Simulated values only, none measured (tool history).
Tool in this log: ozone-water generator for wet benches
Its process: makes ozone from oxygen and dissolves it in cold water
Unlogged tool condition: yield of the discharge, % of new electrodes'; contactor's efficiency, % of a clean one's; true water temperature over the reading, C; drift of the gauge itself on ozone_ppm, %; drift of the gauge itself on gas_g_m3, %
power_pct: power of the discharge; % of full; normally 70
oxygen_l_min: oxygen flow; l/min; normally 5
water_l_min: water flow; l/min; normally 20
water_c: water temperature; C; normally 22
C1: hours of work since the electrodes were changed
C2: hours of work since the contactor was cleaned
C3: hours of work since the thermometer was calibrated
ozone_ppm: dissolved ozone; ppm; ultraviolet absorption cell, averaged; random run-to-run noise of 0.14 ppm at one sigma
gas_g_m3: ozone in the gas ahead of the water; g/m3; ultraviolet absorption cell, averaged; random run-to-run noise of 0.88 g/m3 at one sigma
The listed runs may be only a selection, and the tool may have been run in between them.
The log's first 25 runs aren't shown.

{"run": 26, "hour": 1405.8, "power_pct": 78, "oxygen_l_min": 3.01, "water_l_min": 31, "water_c": 20, "C1": 1684, "C2": 408, "C3": 1586, "ozone_ppm": 9.3, "gas_g_m3": 188.1}
{"hour": 1439.7, "done": "contactor cleaned, once more"}
{"run": 27, "hour": 1454.6, "power_pct": 78, "oxygen_l_min": 5.4, "water_l_min": 31, "water_c": 20, "C1": 1725, "C2": 14, "C3": 1627, "ozone_ppm": 11.6, "gas_g_m3": 142.6}
{"run": 28, "hour": 1515.2, "power_pct": 78, "oxygen_l_min": 5.4, "water_l_min": 31, "water_c": 20, "C1": 1781, "C2": 69, "C3": 1683, "ozone_ppm": 11.5, "gas_g_m3": 141.2}
{"run": 29, "hour": 1579.0, "power_pct": 78, "oxygen_l_min": 5.4, "water_l_min": 31, "water_c": 20, "C1": 1840, "C2": 128, "C3": 1742, "ozone_ppm": 11.5, "gas_g_m3": 141.8}
{"run": 30, "hour": 1633.4, "power_pct": 78, "oxygen_l_min": 5.4, "water_l_min": 31, "water_c": 20, "C1": 1890, "C2": 178, "C3": 1792, "ozone_ppm": 11.2, "gas_g_m3": 141.3}
{"run": 31, "hour": 1687.3, "power_pct": 70, "oxygen_l_min": 5, "water_l_min": 17, "water_c": 21, "C1": 1939, "C2": 228, "C3": 1841, "ozone_ppm": 16.6, "gas_g_m3": 134.5}
{"run": 32, "hour": 1730.1, "power_pct": 70, "oxygen_l_min": 5, "water_l_min": 17, "water_c": 21, "C1": 1979, "C2": 267, "C3": 1881, "ozone_ppm": 16.5, "gas_g_m3": 136.4}
{"run": 33, "hour": 1764.1, "power_pct": 70, "oxygen_l_min": 5, "water_l_min": 17, "water_c": 21, "C1": 2010, "C2": 298, "C3": 1912, "ozone_ppm": 16.4, "gas_g_m3": 136.3}

Below are 3 alternative next runs, each starting from the tool's condition after run 33. Predict each:
{"run": "A", "hour": 1806.7, "power_pct": 42, "oxygen_l_min": 5, "water_l_min": 20, "water_c": 22, "C1": 2049, "C2": 338, "C3": 1951, "ozone_ppm": "?", "gas_g_m3": "?"}
{"run": "B", "hour": 1806.7, "power_pct": 52, "oxygen_l_min": 5, "water_l_min": 20, "water_c": 21, "C1": 2049, "C2": 338, "C3": 1951, "ozone_ppm": "?", "gas_g_m3": "?"}
{"run": "C", "hour": 1806.7, "power_pct": 70, "oxygen_l_min": 7.85, "water_l_min": 20, "water_c": 30, "C1": 2049, "C2": 338, "C3": 1951, "ozone_ppm": "?", "gas_g_m3": "?"}

run=A ozone_ppm=10.1 gas_g_m3=93.8
run=B ozone_ppm=12.2 gas_g_m3=110.9
run=C ozone_ppm=12.5 gas_g_m3=108.1
The same runs, with their run-to-run variation unchanged, on a tool lacking any hidden condition would have given:
run=A ozone_ppm=10.6 gas_g_m3=97.6
run=B ozone_ppm=12.9 gas_g_m3=116.6
run=C ozone_ppm=13.4 gas_g_m3=115.2
